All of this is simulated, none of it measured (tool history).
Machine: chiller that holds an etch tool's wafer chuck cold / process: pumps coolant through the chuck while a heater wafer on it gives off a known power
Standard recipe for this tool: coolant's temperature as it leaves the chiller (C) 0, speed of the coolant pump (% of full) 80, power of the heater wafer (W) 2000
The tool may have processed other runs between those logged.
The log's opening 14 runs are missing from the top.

run,hour,coolant's temperature as it leaves the chiller (C),speed of the coolant pump (% of full),power of the heater wafer (W),hours since the coolant was changed and the channels were flushed,hours since the pump was overhauled,hours since the chiller's thermometer was calibrated,chuck's temperature once it has settled (C),how much warmer the coolant comes back (C)
# hour 762: chiller's thermometer calibrated
15,836.8,0,80,2536,466,1164,75,15.9,5.79
16,905.2,-5,80,2536,534,1233,143,11.1,5.75
# hour 920.7: chiller's thermometer calibrated, once more
17,949.6,-5,80,2536,577,1276,29,11,5.78
18,1018.9,-5,63,2536,647,1345,98,13.8,7.24
19,1064.6,-2,100,2536,692,1391,144,11.6,4.67
20,1132.6,2,77,1017,760,1459,212,8.7,2.43
21,1204.6,2,77,1017,832,1531,284,8.6,2.43
22,1268.5,-3,87,2000,896,1595,348,9.2,4.29
23,1317.6,-3,87,2000,945,1644,397,9.1,4.31
24,1352.5,0,80,1012,980,1679,432,6.4,2.39
25,1408.5,0,80,1012,1036,1735,488,6.6,2.34
26,1454.6,0,80,1012,1082,1781,534,6.5,2.34
27,1501.3,-8,65,2378,1129,1828,581,9.7,6.74
28,1539,9,80,2523,1167,1865,618,25.4,5.91
29,1613.8,9,80,2523,1242,1940,693,25.5,5.89
30,1653.6,-2,88,2000,1281,1980,733,10.4,4.33
31,1728.1,-2,88,2000,1356,2054,807,10.3,4.24

Branching from run 31: 5 alternative next runs. What would each branch give?
A,1771.9,-7,65,1051,1400,2098,851,?,?
B,1771.9,0,67,2000,1400,2098,851,?,?
C,1771.9,5,70,2817,1400,2098,851,?,?
D,1771.9,-2,88,1409,1400,2098,851,?,?
E,1771.9,-3,85,2203,1400,2098,851,?,?

run,chuck's temperature once it has settled (C),how much warmer the coolant comes back (C)
A,1.1,3.07
B,14.9,5.61
C,25.2,7.56
D,6.8,3.08
E,10.9,4.9
With no hidden state in the tool, these same runs would have given:
run,chuck's temperature once it has settled (C),how much warmer the coolant comes back (C)
A,0.1,2.79
B,13.1,5.1
C,22.8,6.87
D,5.7,2.8
E,9.1,4.45

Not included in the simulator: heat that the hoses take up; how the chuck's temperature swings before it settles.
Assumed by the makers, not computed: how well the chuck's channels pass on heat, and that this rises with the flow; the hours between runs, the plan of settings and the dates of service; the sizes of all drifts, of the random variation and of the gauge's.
